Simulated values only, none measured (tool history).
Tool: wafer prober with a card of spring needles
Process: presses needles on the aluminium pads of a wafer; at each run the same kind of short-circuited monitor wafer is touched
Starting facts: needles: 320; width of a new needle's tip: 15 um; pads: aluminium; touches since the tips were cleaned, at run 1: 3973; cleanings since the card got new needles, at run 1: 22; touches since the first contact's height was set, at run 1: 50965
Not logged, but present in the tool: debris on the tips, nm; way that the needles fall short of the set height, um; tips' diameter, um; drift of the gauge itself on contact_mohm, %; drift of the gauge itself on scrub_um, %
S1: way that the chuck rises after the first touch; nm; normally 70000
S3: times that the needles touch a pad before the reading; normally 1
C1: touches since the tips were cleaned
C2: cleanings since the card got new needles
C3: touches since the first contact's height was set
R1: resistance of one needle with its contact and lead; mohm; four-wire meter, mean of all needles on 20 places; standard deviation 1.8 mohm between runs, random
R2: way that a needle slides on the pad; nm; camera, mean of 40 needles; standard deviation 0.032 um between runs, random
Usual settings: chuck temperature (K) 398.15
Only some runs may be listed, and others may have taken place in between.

{"run": 1, "hour": 0.0, "S1": 70000, "chuck temperature (K)": 398.15, "S3": 1, "C1": 3973, "C2": 22, "C3": 50965, "R1": 212, "R2": 19050}
{"hour": 3.3, "done": "tips cleaned on abrasive film"}
{"run": 2, "hour": 8.0, "S1": 70000, "chuck temperature (K)": 398.15, "S3": 1, "C1": 3266, "C2": 23, "C3": 56388, "R1": 210, "R2": 19040}
{"hour": 12.5, "done": "tips cleaned on abrasive film"}
{"run": 3, "hour": 17.2, "S1": 70000, "chuck temperature (K)": 398.15, "S3": 1, "C1": 3192, "C2": 24, "C3": 62584, "R1": 213, "R2": 18990}
{"hour": 22.0, "done": "tips cleaned on abrasive film"}
{"run": 4, "hour": 24.8, "S1": 70000, "chuck temperature (K)": 398.15, "S3": 1, "C1": 1911, "C2": 25, "C3": 67683, "R1": 208, "R2": 19020}
{"hour": 31.0, "done": "tips cleaned on abrasive film"}
{"run": 5, "hour": 35.8, "S1": 70000, "chuck temperature (K)": 398.15, "S3": 1, "C1": 3294, "C2": 26, "C3": 75129, "R1": 212, "R2": 18990}
{"hour": 39.8, "done": "tips cleaned on abrasive film"}
{"run": 6, "hour": 46.6, "S1": 70000, "chuck temperature (K)": 398.15, "S3": 1, "C1": 4685, "C2": 27, "C3": 82456, "R1": 214, "R2": 18930}
{"hour": 48.8, "done": "tips cleaned on abrasive film"}
{"run": 7, "hour": 55.4, "S1": 70000, "chuck temperature (K)": 398.15, "S3": 1, "C1": 4481, "C2": 28, "C3": 88362, "R1": 216, "R2": 18910}
{"hour": 58.1, "done": "tips cleaned on abrasive film"}
{"run": 8, "hour": 63.2, "S1": 70000, "chuck temperature (K)": 398.15, "S3": 1, "C1": 3488, "C2": 29, "C3": 93620, "R1": 211, "R2": 18920}
{"hour": 66.9, "done": "tips cleaned on abrasive film"}
{"hour": 68.4, "done": "height of the first contact set anew"}
{"run": 9, "hour": 74.2, "S1": 70000, "chuck temperature (K)": 398.15, "S3": 1, "C1": 4738, "C2": 30, "C3": 3942, "R1": 214, "R2": 19230}
{"hour": 76.3, "done": "tips cleaned on abrasive film"}
{"hour": 85.4, "done": "tips cleaned on abrasive film"}
{"run": 10, "hour": 85.9, "S1": 70000, "chuck temperature (K)": 398.15, "S3": 1, "C1": 393, "C2": 32, "C3": 11836, "R1": 197, "R2": 19110}
{"hour": 94.6, "done": "tips cleaned on abrasive film"}
{"run": 11, "hour": 96.5, "S1": 70000, "chuck temperature (K)": 305.15, "S3": 1, "C1": 1320, "C2": 33, "C3": 18966, "R1": 186, "R2": 19140}
{"hour": 103.3, "done": "tips cleaned on abrasive film"}
{"run": 12, "hour": 105.6, "S1": 70000, "chuck temperature (K)": 398.15, "S3": 1, "C1": 1547, "C2": 34, "C3": 25106, "R1": 204, "R2": 19140}
{"hour": 112.7, "done": "tips cleaned on abrasive film"}
{"run": 13, "hour": 113.7, "S1": 70000, "chuck temperature (K)": 398.15, "S3": 1, "C1": 718, "C2": 35, "C3": 30613, "R1": 200, "R2": 19100}
{"run": 14, "hour": 119.1, "S1": 70000, "chuck temperature (K)": 398.15, "S3": 1, "C1": 4395, "C2": 35, "C3": 34290, "R1": 213, "R2": 19100}
{"hour": 121.7, "done": "tips cleaned on abrasive film"}
{"hour": 131.3, "done": "tips cleaned on abrasive film"}
{"run": 15, "hour": 131.4, "S1": 70000, "chuck temperature (K)": 398.15, "S3": 1, "C1": 94, "C2": 37, "C3": 42534, "R1": 196, "R2": 19130}
{"hour": 140.7, "done": "tips cleaned on abrasive film"}
{"run": 16, "hour": 141.9, "S1": 70000, "chuck temperature (K)": 398.15, "S3": 1, "C1": 840, "C2": 38, "C3": 49637, "R1": 202, "R2": 19050}
{"hour": 150.0, "done": "tips cleaned on abrasive film"}
{"run": 17, "hour": 154.3, "S1": 69000, "chuck temperature (K)": 327.15, "S3": 2, "C1": 2976, "C2": 39, "C3": 58056, "R1": 194, "R2": 18780}
{"hour": 158.9, "done": "tips cleaned on abrasive film"}
{"run": 18, "hour": 166.1, "S1": 69000, "chuck temperature (K)": 327.15, "S3": 2, "C1": 4925, "C2": 40, "C3": 66003, "R1": 200, "R2": 18740}
{"hour": 168.6, "done": "tips cleaned on abrasive film"}
{"run": 19, "hour": 174.4, "S1": 71000, "chuck temperature (K)": 352.15, "S3": 3, "C1": 3922, "C2": 41, "C3": 71595, "R1": 192, "R2": 19260}
{"hour": 177.5, "done": "tips cleaned on abrasive film"}
{"run": 20, "hour": 184.6, "S1": 77000, "chuck temperature (K)": 313.15, "S3": 1, "C1": 4888, "C2": 42, "C3": 78531, "R1": 200, "R2": 20900}
{"hour": 186.5, "done": "tips cleaned on abrasive film"}
{"run": 21, "hour": 192.4, "S1": 77000, "chuck temperature (K)": 313.15, "S3": 1, "C1": 4016, "C2": 43, "C3": 83780, "R1": 199, "R2": 20800}
{"hour": 195.8, "done": "tips cleaned on abrasive film"}
{"run": 22, "hour": 201.3, "S1": 77000, "chuck temperature (K)": 313.15, "S3": 1, "C1": 3766, "C2": 44, "C3": 89797, "R1": 200, "R2": 20790}
{"hour": 205.0, "done": "tips cleaned on abrasive film"}
{"run": 23, "hour": 209.5, "S1": 76000, "chuck temperature (K)": 347.15, "S3": 1, "C1": 3053, "C2": 45, "C3": 95311, "R1": 200, "R2": 20510}
{"hour": 212.1, "done": "height of the first contact set anew"}
{"hour": 214.1, "done": "tips cleaned on abrasive film"}
{"run": 24, "hour": 217.0, "S1": 71000, "chuck temperature (K)": 398.15, "S3": 3, "C1": 1935, "C2": 46, "C3": 3241, "R1": 196, "R2": 19530}
{"hour": 223.5, "done": "tips cleaned on abrasive film"}
{"run": 25, "hour": 228.9, "S1": 85000, "chuck temperature (K)": 362.15, "S3": 1, "C1": 3730, "C2": 47, "C3": 11339, "R1": 196, "R2": 23260}
{"hour": 232.9, "done": "tips cleaned on abrasive film"}
{"run": 26, "hour": 240.3, "S1": 72000, "chuck temperature (K)": 362.15, "S3": 3, "C1": 5090, "C2": 48, "C3": 19070, "R1": 198, "R2": 19770}
{"hour": 242.3, "done": "tips cleaned on abrasive film"}
{"run": 27, "hour": 249.1, "S1": 70000, "chuck temperature (K)": 308.15, "S3": 2, "C1": 4662, "C2": 49, "C3": 24987, "R1": 195, "R2": 19120}
{"hour": 251.4, "done": "tips cleaned on abrasive film"}
{"run": 28, "hour": 256.8, "S1": 53000, "chuck temperature (K)": 362.15, "S3": 1, "C1": 3701, "C2": 50, "C3": 30194, "R1": 224, "R2": 14440}
{"hour": 260.2, "done": "tips cleaned on abrasive film"}
{"run": 29, "hour": 268.0, "S1": 76000, "chuck temperature (K)": 306.15, "S3": 2, "C1": 5326, "C2": 51, "C3": 37785, "R1": 191, "R2": 20700}
{"hour": 269.9, "done": "tips cleaned on abrasive film"}
{"run": 30, "hour": 276.9, "S1": 76000, "chuck temperature (K)": 306.15, "S3": 2, "C1": 4820, "C2": 52, "C3": 43773, "R1": 188, "R2": 20730}
{"hour": 278.6, "done": "tips cleaned on abrasive film"}
{"run": 31, "hour": 285.1, "S1": 72000, "chuck temperature (K)": 360.15, "S3": 1, "C1": 4480, "C2": 53, "C3": 49324, "R1": 214, "R2": 19620}
{"hour": 287.8, "done": "tips cleaned on abrasive film"}
{"run": 32, "hour": 294.8, "S1": 77000, "chuck temperature (K)": 398.15, "S3": 1, "C1": 4839, "C2": 54, "C3": 55877, "R1": 210, "R2": 20920}

Here are 3 independent what-if runs from the current tool condition. What would each one return?
{"hour": 297.0, "done": "tips cleaned on abrasive film"}
{"hour": 306.5, "done": "tips cleaned on abrasive film"}
{"run": "A", "hour": 306.7, "S1": 88000, "chuck temperature (K)": 379.15, "S3": 2, "C1": 138, "C2": 56, "C3": 63846, "R1": "?", "R2": "?"}
{"hour": 297.0, "done": "tips cleaned on abrasive film"}
{"hour": 306.5, "done": "tips cleaned on abrasive film"}
{"run": "B", "hour": 306.7, "S1": 77000, "chuck temperature (K)": 323.15, "S3": 2, "C1": 138, "C2": 56, "C3": 63846, "R1": "?", "R2": "?"}
{"hour": 297.0, "done": "tips cleaned on abrasive film"}
{"hour": 306.5, "done": "tips cleaned on abrasive film"}
{"run": "C", "hour": 306.7, "S1": 70000, "chuck temperature (K)": 398.15, "S3": 1, "C1": 138, "C2": 56, "C3": 63846, "R1": "?", "R2": "?"}

run=A R1=187 R2=23960
run=B R1=179 R2=20900
run=C R1=198 R2=19000
Without the tool's unlogged condition, the same runs would have read:
run=A R1=185 R2=24230
run=B R1=176 R2=21170
run=C R1=194 R2=19270
